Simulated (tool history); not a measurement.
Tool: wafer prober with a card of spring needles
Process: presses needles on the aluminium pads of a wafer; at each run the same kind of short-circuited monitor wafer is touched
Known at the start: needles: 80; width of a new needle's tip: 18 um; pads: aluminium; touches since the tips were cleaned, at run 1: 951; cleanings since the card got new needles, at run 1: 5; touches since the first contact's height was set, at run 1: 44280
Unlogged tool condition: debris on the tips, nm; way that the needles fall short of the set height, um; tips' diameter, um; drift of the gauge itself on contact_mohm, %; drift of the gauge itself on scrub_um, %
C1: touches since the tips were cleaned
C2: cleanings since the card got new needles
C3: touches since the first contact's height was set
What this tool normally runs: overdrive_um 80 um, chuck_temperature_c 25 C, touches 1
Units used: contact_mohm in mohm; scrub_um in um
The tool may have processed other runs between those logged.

Run 1, hour 0: usual settings; C1 951; C2 5; C3 44280. Result: contact_mohm 232 mohm, scrub_um 21.19 um.
At hour 20.9: tips cleaned on abrasive film.
Run 2, hour 27.5: usual settings; C1 2320; C2 6; C3 53885. Result: contact_mohm 297 mohm, scrub_um 21.21 um.
At hour 44.8: tips cleaned on abrasive film.
Run 3, hour 61.6: usual settings; C1 5900; C2 7; C3 65821. Result: contact_mohm 269 mohm, scrub_um 21.11 um.
At hour 68.7: tips cleaned on abrasive film.
Run 4, hour 90.6: usual settings; C1 7693; C2 8; C3 75976. Result: contact_mohm 275 mohm, scrub_um 21.06 um.
At hour 93.1: tips cleaned on abrasive film.
At hour 118: tips cleaned on abrasive film.
Run 5, hour 121.6: usual settings but chuck_temperature_c 113 C; C1 1252; C2 10; C3 86760. Result: contact_mohm 253 mohm, scrub_um 21.12 um.
At hour 143.6: tips cleaned on abrasive film, once more.
Run 6, hour 144.3: usual settings but chuck_temperature_c 113 C; C1 231; C2 11; C3 94701. Result: contact_mohm 239 mohm, scrub_um 21.02 um.
At hour 168.6: tips cleaned on abrasive film.
Run 7, hour 168.6: usual settings but chuck_temperature_c 113 C; C1 13; C2 12; C3 103200. Result: contact_mohm 243 mohm, scrub_um 21.05 um.
At hour 192.2: tips cleaned on abrasive film.
Run 8, hour 200.1: usual settings but chuck_temperature_c 113 C; C1 2763; C2 13; C3 114208. Result: contact_mohm 268 mohm, scrub_um 21.06 um.
Run 9, hour 214.5: usual settings but chuck_temperature_c 113 C; C1 7828; C2 13; C3 119273. Result: contact_mohm 293 mohm, scrub_um 20.97 um.
At hour 217: tips cleaned on abrasive film.
At hour 241.7: tips cleaned on abrasive film.
Run 10, hour 243: usual settings but chuck_temperature_c 113 C; C1 439; C2 15; C3 129186. Result: contact_mohm 244 mohm, scrub_um 20.99 um.
At hour 267.1: tips cleaned on abrasive film.
Run 11, hour 278.4: usual settings but chuck_temperature_c 113 C; C1 3954; C2 16; C3 141575. Result: contact_mohm 278 mohm, scrub_um 20.91 um.
At hour 290.6: tips cleaned on abrasive film.
Run 12, hour 312: usual settings but chuck_temperature_c 113 C; C1 7524; C2 17; C3 153344. Result: contact_mohm 295 mohm, scrub_um 20.87 um.
At hour 314.3: tips cleaned on abrasive film.
Run 13, hour 329.8: usual settings but chuck_temperature_c 113 C; C1 5445; C2 18; C3 159536. Result: contact_mohm 283 mohm, scrub_um 20.83 um.
At hour 339.7: tips cleaned on abrasive film.
Run 14, hour 352.7: usual settings but chuck_temperature_c 74 C; C1 4566; C2 19; C3 167553. Result: contact_mohm 273 mohm, scrub_um 20.88 um.
At hour 364.6: tips cleaned on abrasive film.
Run 15, hour 381.3: usual settings but chuck_temperature_c 74 C; C1 5861; C2 20; C3 177549. Result: contact_mohm 278 mohm, scrub_um 20.77 um.
At hour 389.4: tips cleaned on abrasive film.
Run 16, hour 399.6: usual settings but chuck_temperature_c 74 C, touches 3; C1 3582; C2 21; C3 183937. Result: contact_mohm 243 mohm, scrub_um 20.81 um.

Run 17 is up next; what results do you expect?
At hour 414.4: tips cleaned on abrasive film.
At hour 424.6: height of the first contact set anew.
Run 17, hour 426.2: usual settings but chuck_temperature_c 74 C, touches 3; C1 4021; C2 22; C3 569. Result: contact_mohm ?, scrub_um ?.

contact_mohm: 238 mohm
scrub_um: 21.26 um
If the tool had no hidden condition, the same run with the same run-to-run variation would have returned contact_mohm 222 mohm, scrub_um 21.26 um.
